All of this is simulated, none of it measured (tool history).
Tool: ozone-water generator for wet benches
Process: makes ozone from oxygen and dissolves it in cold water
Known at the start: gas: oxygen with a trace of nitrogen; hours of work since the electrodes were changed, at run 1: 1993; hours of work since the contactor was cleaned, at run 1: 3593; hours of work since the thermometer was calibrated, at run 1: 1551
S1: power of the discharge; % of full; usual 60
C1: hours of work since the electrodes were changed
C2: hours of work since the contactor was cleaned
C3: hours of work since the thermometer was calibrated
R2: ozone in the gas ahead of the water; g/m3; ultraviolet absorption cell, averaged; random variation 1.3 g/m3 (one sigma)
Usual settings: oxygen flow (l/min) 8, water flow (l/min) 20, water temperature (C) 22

{"run": 1, "day": 0.0, "S1": 60, "oxygen flow (l/min)": 8, "water flow (l/min)": 20, "water temperature (C)": 22, "C1": 1993, "C2": 3593, "C3": 1551, "dissolved ozone (ppm)": 21.4, "R2": 242}
{"run": 2, "day": 6.738, "S1": 60, "oxygen flow (l/min)": 8, "water flow (l/min)": 19, "water temperature (C)": 22, "C1": 2121, "C2": 3722, "C3": 1679, "dissolved ozone (ppm)": 22.5, "R2": 240.9}
{"run": 3, "day": 15.217, "S1": 60, "oxygen flow (l/min)": 8, "water flow (l/min)": 13, "water temperature (C)": 22, "C1": 2282, "C2": 3883, "C3": 1841, "dissolved ozone (ppm)": 30.4, "R2": 240.1}
{"run": 4, "day": 21.833, "S1": 60, "oxygen flow (l/min)": 8, "water flow (l/min)": 29, "water temperature (C)": 22, "C1": 2408, "C2": 4009, "C3": 1966, "dissolved ozone (ppm)": 14.9, "R2": 239.4}
{"run": 5, "day": 29.929, "S1": 60, "oxygen flow (l/min)": 4.58, "water flow (l/min)": 20, "water temperature (C)": 22, "C1": 2562, "C2": 4163, "C3": 2121, "dissolved ozone (ppm)": 21.2, "R2": 313.3}
{"run": 6, "day": 34.183, "S1": 72, "oxygen flow (l/min)": 8, "water flow (l/min)": 20, "water temperature (C)": 22, "C1": 2643, "C2": 4244, "C3": 2201, "dissolved ozone (ppm)": 23.8, "R2": 268.7}
{"run": 7, "day": 39.029, "S1": 72, "oxygen flow (l/min)": 8, "water flow (l/min)": 20, "water temperature (C)": 22, "C1": 2735, "C2": 4336, "C3": 2294, "dissolved ozone (ppm)": 23.9, "R2": 269.2}
{"run": 8, "day": 43.688, "S1": 60, "oxygen flow (l/min)": 8, "water flow (l/min)": 20, "water temperature (C)": 22, "C1": 2824, "C2": 4425, "C3": 2382, "dissolved ozone (ppm)": 21, "R2": 240.7}
{"run": 9, "day": 50.217, "S1": 60, "oxygen flow (l/min)": 8, "water flow (l/min)": 20, "water temperature (C)": 22, "C1": 2948, "C2": 4549, "C3": 2506, "dissolved ozone (ppm)": 21.2, "R2": 237.9}
{"day": 51.408, "done": "contactor cleaned"}
{"run": 10, "day": 56.267, "S1": 60, "oxygen flow (l/min)": 8, "water flow (l/min)": 20, "water temperature (C)": 22, "C1": 3060, "C2": 92, "C3": 2618, "dissolved ozone (ppm)": 21.7, "R2": 241.7}
{"run": 11, "day": 62.575, "S1": 60, "oxygen flow (l/min)": 8, "water flow (l/min)": 20, "water temperature (C)": 22, "C1": 3180, "C2": 212, "C3": 2738, "dissolved ozone (ppm)": 21.9, "R2": 239.1}
{"run": 12, "day": 69.1, "S1": 60, "oxygen flow (l/min)": 8, "water flow (l/min)": 20, "water temperature (C)": 22, "C1": 3304, "C2": 337, "C3": 2863, "dissolved ozone (ppm)": 22, "R2": 238.7}
{"run": 13, "day": 73.783, "S1": 60, "oxygen flow (l/min)": 8, "water flow (l/min)": 20, "water temperature (C)": 22, "C1": 3393, "C2": 426, "C3": 2952, "dissolved ozone (ppm)": 21.9, "R2": 238.3}
{"run": 14, "day": 77.546, "S1": 60, "oxygen flow (l/min)": 5.87, "water flow (l/min)": 20, "water temperature (C)": 22, "C1": 3465, "C2": 497, "C3": 3023, "dissolved ozone (ppm)": 21.8, "R2": 277.5}
{"run": 15, "day": 86.333, "S1": 60, "oxygen flow (l/min)": 5.87, "water flow (l/min)": 20, "water temperature (C)": 22, "C1": 3632, "C2": 664, "C3": 3190, "dissolved ozone (ppm)": 21.7, "R2": 273}
{"run": 16, "day": 94.092, "S1": 60, "oxygen flow (l/min)": 8, "water flow (l/min)": 20, "water temperature (C)": 14, "C1": 3780, "C2": 812, "C3": 3338, "dissolved ozone (ppm)": 25, "R2": 236.3}
{"run": 17, "day": 101.808, "S1": 60, "oxygen flow (l/min)": 5.43, "water flow (l/min)": 20, "water temperature (C)": 19, "C1": 3927, "C2": 959, "C3": 3485, "dissolved ozone (ppm)": 22.7, "R2": 282.9}
{"run": 18, "day": 108.258, "S1": 60, "oxygen flow (l/min)": 7.98, "water flow (l/min)": 20, "water temperature (C)": 22, "C1": 4049, "C2": 1082, "C3": 3608, "dissolved ozone (ppm)": 21.6, "R2": 237.3}
{"run": 19, "day": 113.958, "S1": 60, "oxygen flow (l/min)": 7.98, "water flow (l/min)": 20, "water temperature (C)": 22, "C1": 4158, "C2": 1190, "C3": 3716, "dissolved ozone (ppm)": 21.4, "R2": 238.3}
{"run": 20, "day": 121.0, "S1": 60, "oxygen flow (l/min)": 7.98, "water flow (l/min)": 20, "water temperature (C)": 22, "C1": 4292, "C2": 1324, "C3": 3850, "dissolved ozone (ppm)": 21.5, "R2": 236.8}
{"day": 122.75, "done": "water thermometer calibrated"}
{"run": 21, "day": 126.788, "S1": 95, "oxygen flow (l/min)": 4.74, "water flow (l/min)": 27, "water temperature (C)": 15, "C1": 4401, "C2": 1434, "C3": 77, "dissolved ozone (ppm)": 22.2, "R2": 404.6}
{"run": 22, "day": 131.071, "S1": 95, "oxygen flow (l/min)": 5.36, "water flow (l/min)": 22, "water temperature (C)": 28, "C1": 4483, "C2": 1515, "C3": 158, "dissolved ozone (ppm)": 23.2, "R2": 381.4}
{"run": 23, "day": 136.938, "S1": 95, "oxygen flow (l/min)": 5.36, "water flow (l/min)": 22, "water temperature (C)": 28, "C1": 4594, "C2": 1627, "C3": 270, "dissolved ozone (ppm)": 23.4, "R2": 378.3}
{"run": 24, "day": 145.296, "S1": 95, "oxygen flow (l/min)": 5.36, "water flow (l/min)": 22, "water temperature (C)": 28, "C1": 4753, "C2": 1786, "C3": 429, "dissolved ozone (ppm)": 23.5, "R2": 377.9}
{"run": 25, "day": 150.046, "S1": 72, "oxygen flow (l/min)": 8, "water flow (l/min)": 12, "water temperature (C)": 23, "C1": 4844, "C2": 1876, "C3": 519, "dissolved ozone (ppm)": 35.4, "R2": 262.8}
{"run": 26, "day": 154.588, "S1": 72, "oxygen flow (l/min)": 7.14, "water flow (l/min)": 12, "water temperature (C)": 19, "C1": 4930, "C2": 1963, "C3": 606, "dissolved ozone (ppm)": 38.9, "R2": 276.7}
{"run": 27, "day": 161.988, "S1": 53, "oxygen flow (l/min)": 8, "water flow (l/min)": 14, "water temperature (C)": 25, "C1": 5071, "C2": 2103, "C3": 746, "dissolved ozone (ppm)": 25, "R2": 219.4}
{"run": 28, "day": 168.029, "S1": 60, "oxygen flow (l/min)": 8.18, "water flow (l/min)": 16, "water temperature (C)": 22, "C1": 5186, "C2": 2218, "C3": 861, "dissolved ozone (ppm)": 25.4, "R2": 233.9}
{"run": 29, "day": 171.767, "S1": 98, "oxygen flow (l/min)": 6.39, "water flow (l/min)": 29, "water temperature (C)": 21, "C1": 5257, "C2": 2289, "C3": 933, "dissolved ozone (ppm)": 19.7, "R2": 353.4}
{"run": 30, "day": 178.304, "S1": 80, "oxygen flow (l/min)": 8, "water flow (l/min)": 20, "water temperature (C)": 22, "C1": 5381, "C2": 2414, "C3": 1057, "dissolved ozone (ppm)": 25.2, "R2": 280.1}
{"run": 31, "day": 184.062, "S1": 80, "oxygen flow (l/min)": 8, "water flow (l/min)": 20, "water temperature (C)": 22, "C1": 5491, "C2": 2523, "C3": 1166, "dissolved ozone (ppm)": 25.1, "R2": 278.2}
{"run": 32, "day": 190.958, "S1": 54, "oxygen flow (l/min)": 5.15, "water flow (l/min)": 20, "water temperature (C)": 27, "C1": 5622, "C2": 2654, "C3": 1298, "dissolved ozone (ppm)": 17.9, "R2": 270}

Forecast each of these 5 alternatives for the next run:
{"run": "A", "day": 197.538, "S1": 60, "oxygen flow (l/min)": 8.13, "water flow (l/min)": 28, "water temperature (C)": 22, "C1": 5747, "C2": 2780, "C3": 1423, "dissolved ozone (ppm)": "?", "R2": "?"}
{"run": "B", "day": 197.538, "S1": 68, "oxygen flow (l/min)": 5.15, "water flow (l/min)": 14, "water temperature (C)": 27, "C1": 5747, "C2": 2780, "C3": 1423, "dissolved ozone (ppm)": "?", "R2": "?"}
{"run": "C", "day": 197.538, "S1": 59, "oxygen flow (l/min)": 8, "water flow (l/min)": 18, "water temperature (C)": 18, "C1": 5747, "C2": 2780, "C3": 1423, "dissolved ozone (ppm)": "?", "R2": "?"}
{"run": "D", "day": 197.538, "S1": 59, "oxygen flow (l/min)": 8, "water flow (l/min)": 20, "water temperature (C)": 22, "C1": 5747, "C2": 2780, "C3": 1423, "dissolved ozone (ppm)": "?", "R2": "?"}
{"run": "E", "day": 197.538, "S1": 57, "oxygen flow (l/min)": 10.02, "water flow (l/min)": 20, "water temperature (C)": 27, "C1": 5747, "C2": 2780, "C3": 1423, "dissolved ozone (ppm)": "?", "R2": "?"}

run=A dissolved_ozone_(ppm)=14.9 R2=233.8
run=B dissolved_ozone_(ppm)=28.9 R2=310.5
run=C dissolved_ozone_(ppm)=24.4 R2=230.9
run=D dissolved_ozone_(ppm)=20.7 R2=231.2
run=E dissolved_ozone_(ppm)=17.8 R2=204.8
Without the tool's hidden state the same runs would have given:
run=A dissolved_ozone_(ppm)=16.2 R2=245.2
run=B dissolved_ozone_(ppm)=31.3 R2=327.1
run=C dissolved_ozone_(ppm)=26.5 R2=242.2
run=D dissolved_ozone_(ppm)=22.5 R2=242.4
run=E dissolved_ozone_(ppm)=19.3 R2=214.5

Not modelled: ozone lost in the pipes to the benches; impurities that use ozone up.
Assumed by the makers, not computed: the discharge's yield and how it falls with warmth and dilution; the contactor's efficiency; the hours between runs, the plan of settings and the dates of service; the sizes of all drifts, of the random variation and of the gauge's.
